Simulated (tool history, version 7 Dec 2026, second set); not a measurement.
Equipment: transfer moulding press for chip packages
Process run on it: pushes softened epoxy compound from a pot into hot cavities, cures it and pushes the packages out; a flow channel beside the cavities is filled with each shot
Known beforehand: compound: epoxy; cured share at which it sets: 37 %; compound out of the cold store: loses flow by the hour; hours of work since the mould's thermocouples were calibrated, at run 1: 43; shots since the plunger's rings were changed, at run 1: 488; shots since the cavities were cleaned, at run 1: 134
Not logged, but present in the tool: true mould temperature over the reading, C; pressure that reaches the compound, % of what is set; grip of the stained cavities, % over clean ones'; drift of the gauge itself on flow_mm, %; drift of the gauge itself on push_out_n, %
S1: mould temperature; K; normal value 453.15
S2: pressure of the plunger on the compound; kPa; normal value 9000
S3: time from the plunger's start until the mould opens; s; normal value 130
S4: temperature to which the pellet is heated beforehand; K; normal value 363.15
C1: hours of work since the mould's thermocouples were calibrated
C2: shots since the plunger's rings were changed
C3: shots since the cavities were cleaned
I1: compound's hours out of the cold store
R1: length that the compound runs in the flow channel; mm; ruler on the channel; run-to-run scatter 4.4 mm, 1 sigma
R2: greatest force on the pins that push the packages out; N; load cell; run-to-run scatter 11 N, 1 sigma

{"run": 1, "day": 0.0, "S1": 453.15, "S2": 9000, "S3": 130, "S4": 363.15, "C1": 43, "C2": 488, "C3": 134, "I1": 21.3, "R1": 997, "R2": 589}
{"run": 2, "day": 3.679, "S1": 453.15, "S2": 9000, "S3": 130, "S4": 363.15, "C1": 78, "C2": 1037, "C3": 683, "I1": 44.9, "R1": 901, "R2": 766}
{"day": 4.112, "done": "cavities cleaned with cleaning compound and waxed"}
{"run": 3, "day": 5.508, "S1": 453.15, "S2": 9000, "S3": 130, "S4": 363.15, "C1": 95, "C2": 1301, "C3": 209, "I1": 10.9, "R1": 1030, "R2": 658}
{"day": 9.258, "done": "cavities cleaned with cleaning compound and waxed"}
{"run": 4, "day": 9.467, "S1": 453.15, "S2": 9000, "S3": 130, "S4": 363.15, "C1": 133, "C2": 1883, "C3": 32, "I1": 27.9, "R1": 945, "R2": 537}
{"run": 5, "day": 11.25, "S1": 453.15, "S2": 9000, "S3": 130, "S4": 363.15, "C1": 150, "C2": 2149, "C3": 298, "I1": 22, "R1": 970, "R2": 671}
{"day": 14.246, "done": "cavities cleaned with cleaning compound and waxed"}
{"run": 6, "day": 15.15, "S1": 453.15, "S2": 9000, "S3": 130, "S4": 363.15, "C1": 187, "C2": 2722, "C3": 135, "I1": 16.7, "R1": 976, "R2": 607}
{"run": 7, "day": 18.025, "S1": 453.15, "S2": 9000, "S3": 130, "S4": 363.15, "C1": 215, "C2": 3152, "C3": 565, "I1": 33.9, "R1": 900, "R2": 751}
{"day": 19.146, "done": "cavities cleaned with cleaning compound and waxed"}
{"run": 8, "day": 20.471, "S1": 452.15, "S2": 8190, "S3": 130, "S4": 363.15, "C1": 238, "C2": 3507, "C3": 197, "I1": 18.2, "R1": 928, "R2": 682}
{"run": 9, "day": 22.208, "S1": 452.15, "S2": 8190, "S3": 130, "S4": 363.15, "C1": 254, "C2": 3767, "C3": 457, "I1": 21.9, "R1": 907, "R2": 763}
{"day": 24.054, "done": "cavities cleaned with cleaning compound and waxed"}
{"run": 10, "day": 25.15, "S1": 452.15, "S2": 8190, "S3": 130, "S4": 363.15, "C1": 282, "C2": 4197, "C3": 163, "I1": 32.6, "R1": 855, "R2": 663}
{"run": 11, "day": 28.467, "S1": 452.15, "S2": 8190, "S3": 130, "S4": 363.15, "C1": 314, "C2": 4692, "C3": 658, "I1": 26.1, "R1": 874, "R2": 827}

Alternative continuations, all from the tool just after run 11; predict every row:
{"day": 29.058, "done": "cavities cleaned with cleaning compound and waxed"}
{"run": "A", "day": 32.754, "S1": 449.15, "S2": 9000, "S3": 130, "S4": 363.15, "C1": 355, "C2": 5324, "C3": 553, "I1": 39.8, "R1": "?", "R2": "?"}
{"day": 29.058, "done": "cavities cleaned with cleaning compound and waxed"}
{"run": "B", "day": 32.754, "S1": 453.15, "S2": 9000, "S3": 132, "S4": 363.15, "C1": 355, "C2": 5324, "C3": 553, "I1": 36.7, "R1": "?", "R2": "?"}
{"day": 29.058, "done": "cavities cleaned with cleaning compound and waxed"}
{"run": "C", "day": 32.754, "S1": 458.15, "S2": 8190, "S3": 130, "S4": 366.15, "C1": 355, "C2": 5324, "C3": 553, "I1": 10.6, "R1": "?", "R2": "?"}

run=A R1=873 R2=961
run=B R1=853 R2=742
run=C R1=892 R2=641
Stripped of hidden state, with their random variation kept, the same runs would have yielded:
run=A R1=960 R2=636
run=B R1=939 R2=503
run=C R1=981 R2=441
